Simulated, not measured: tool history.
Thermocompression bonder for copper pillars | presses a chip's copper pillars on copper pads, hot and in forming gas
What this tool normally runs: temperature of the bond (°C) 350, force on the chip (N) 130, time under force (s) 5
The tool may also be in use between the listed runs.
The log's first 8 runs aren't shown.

| run | day | temperature of the bond (°C) | force on the chip (N) | time under force (s) | hours of work since the heater was calibrated | hours of work since the force cell was calibrated | hours of work since the gas filter was changed | force that shears a chip off (N) |
|---|---|---|---|---|---|---|---|---|
| 9 | 5.233 | 355 | 130 | 5 | 338 | 464 | 181 | 81.1 |
| 10 | 6.075 | 350 | 130 | 5 | 349 | 474 | 191 | 76 |
| 11 | 6.833 | 350 | 94 | 5 | 358 | 484 | 201 | 61.9 |
| 12 | 7.488 | 350 | 94 | 5 | 366 | 492 | 209 | 63.2 |
| 13 | 8.425 | 350 | 130 | 5 | 378 | 503 | 220 | 77 |
| 14 | 8.942 | 340 | 130 | 5 | 384 | 510 | 227 | 69.6 |
| 15 | 9.871 | 340 | 130 | 5 | 396 | 521 | 238 | 70.8 |
| 16 | 10.292 | 351 | 96 | 5 | 401 | 526 | 244 | 64.2 |
| 17 | 10.983 | 320 | 105 | 9 | 409 | 535 | 252 | 58.8 |
| 18 | 11.421 | 364 | 91 | 5 | 415 | 540 | 258 | 71 |
| 19 | 12.162 | 364 | 91 | 5 | 424 | 550 | 267 | 70.1 |
| 20 | 12.596 | 367 | 105 | 10 | 429 | 555 | 272 | 92.4 |
| 21 | 13.188 | 369 | 130 | 5 | 437 | 562 | 279 | 88.4 |
| 22 | 13.579 | 369 | 130 | 5 | 441 | 567 | 284 | 88.9 |
| 23 | 14.467 | 369 | 95 | 14 | 452 | 578 | 295 | 94.4 |
| 24 | 15.146 | 369 | 95 | 14 | 461 | 587 | 304 | 95.2 |
| 25 | 15.621 | 334 | 82 | 13 | 467 | 592 | 310 | 66.5 |
| 26 | 16.442 | 334 | 148 | 13 | 477 | 603 | 320 | 90.1 |
| 27 | 16.896 | 334 | 148 | 13 | 483 | 608 | 325 | 89.4 |
| 28 | 17.625 | 323 | 130 | 4 | 492 | 617 | 334 | 53.7 |
|  | 18.279 | forming gas filter changed |
| 29 | 18.483 | 321 | 110 | 5 | 502 | 628 | 3 | 50.6 |
| 30 | 19.079 | 340 | 140 | 3 | 509 | 635 | 10 | 64 |

Here are 4 independent what-if runs from the current tool condition. What would each one return?
| A | 19.938 | 366 | 98 | 9 | 520 | 646 | 21 | ? |
| B | 19.938 | 352 | 130 | 11 | 520 | 646 | 21 | ? |
| C | 19.938 | 365 | 88 | 3 | 520 | 646 | 21 | ? |
| D | 19.938 | 328 | 179 | 3 | 520 | 646 | 21 | ? |

| run | force that shears a chip off (N) |
|---|---|
| A | 88.1 |
| B | 93.2 |
| C | 59 |
| D | 66.3 |
Without the tool's unlogged condition, the same runs would have read:
| run | force that shears a chip off (N) |
|---|---|
| A | 88.6 |
| B | 93.7 |
| C | 59.5 |
| D | 66.9 |
